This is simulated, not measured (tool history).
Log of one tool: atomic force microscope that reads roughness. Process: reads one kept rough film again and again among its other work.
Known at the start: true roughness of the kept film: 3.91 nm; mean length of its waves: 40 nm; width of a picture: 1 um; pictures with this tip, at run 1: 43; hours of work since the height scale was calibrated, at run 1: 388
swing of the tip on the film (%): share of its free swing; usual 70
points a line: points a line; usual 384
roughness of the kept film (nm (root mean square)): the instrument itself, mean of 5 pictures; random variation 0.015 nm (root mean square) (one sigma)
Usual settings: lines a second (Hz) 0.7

run,hour,lines a second (Hz),swing of the tip on the film (%),points a line,pictures with this tip,hours of work since the height scale was calibrated,roughness of the kept film (nm (root mean square))
1,0,0.7,70,384,43,388,3.596
2,17.8,3.35,70,384,59,397,3.401
3,33,3.35,70,384,72,405,3.405
4,49.3,3.35,70,384,87,413,3.41
5,62.1,3.35,70,384,98,419,3.391
6,77.9,0.7,74,384,112,427,3.562
# hour 87.8: new tip fitted
7,92.1,0.7,74,384,4,434,3.575
8,108.9,0.7,74,384,19,442,3.557
9,118.4,0.7,74,463,27,447,3.606
10,128,0.562,70,384,36,452,3.609
11,146.7,0.7,67,384,52,461,3.594
12,162.9,0.7,67,384,67,470,3.589
13,182.5,0.7,67,384,84,480,3.612
14,193.8,0.7,67,384,94,485,3.64
15,208.7,0.7,67,384,108,493,3.589
16,218,0.7,67,384,116,497,3.578
# hour 224.2: new tip fitted
17,232.2,0.7,67,384,7,504,3.591
18,249.5,0.7,67,384,22,513,3.622
19,259.6,0.7,67,534,31,518,3.617
20,276.2,0.7,70,804,46,526,3.642
21,287.3,0.7,70,804,56,532,3.596
22,307.5,0.7,70,384,74,542,3.58
23,319.4,0.7,70,384,84,548,3.603
24,332.2,0.7,66,268,96,555,3.58
25,351.2,1.772,73,284,113,564,3.456
# hour 359.6: new tip fitted
26,367.6,2.208,73,307,7,572,3.444
27,388.9,2.208,73,307,26,583,3.476
28,398.1,2.208,73,425,34,588,3.463
29,419.4,1.73,71,370,53,598,3.502
30,431.3,2.104,90,557,63,604,3.272
31,445.9,0.583,58,358,76,612,3.616
32,461.2,1.679,58,358,90,619,3.593
33,483.5,1.679,58,358,110,631,3.585
34,492.5,0.733,62,748,118,635,3.592
# hour 496.6: new tip fitted
35,514.2,0.733,62,748,15,646,3.634
36,524.2,0.733,62,748,24,651,3.643
37,534.9,0.733,62,748,34,656,3.648
38,543.9,0.7,84,879,42,661,3.596
39,556.7,0.882,61,384,53,667,3.6
40,575.7,1.362,71,694,70,677,3.566
41,593.3,0.7,59,384,86,686,3.601
42,602.7,1.208,57,595,94,690,3.603
43,616.7,1.024,87,595,106,697,3.474
# hour 632.1: new tip fitted
44,639,1.092,70,829,6,708,3.577
45,648.9,0.645,82,384,15,713,3.558

Forecast each of these 3 alternatives for the next run:
A,657.8,0.63,65,281,22,718,?
B,657.8,1.837,57,712,22,718,?
C,657.8,2.309,58,955,22,718,?

run,roughness of the kept film (nm (root mean square))
A,3.585
B,3.568
C,3.58
Without the tool's hidden state the same runs would have given:
run,roughness of the kept film (nm (root mean square))
A,3.586
B,3.569
C,3.58

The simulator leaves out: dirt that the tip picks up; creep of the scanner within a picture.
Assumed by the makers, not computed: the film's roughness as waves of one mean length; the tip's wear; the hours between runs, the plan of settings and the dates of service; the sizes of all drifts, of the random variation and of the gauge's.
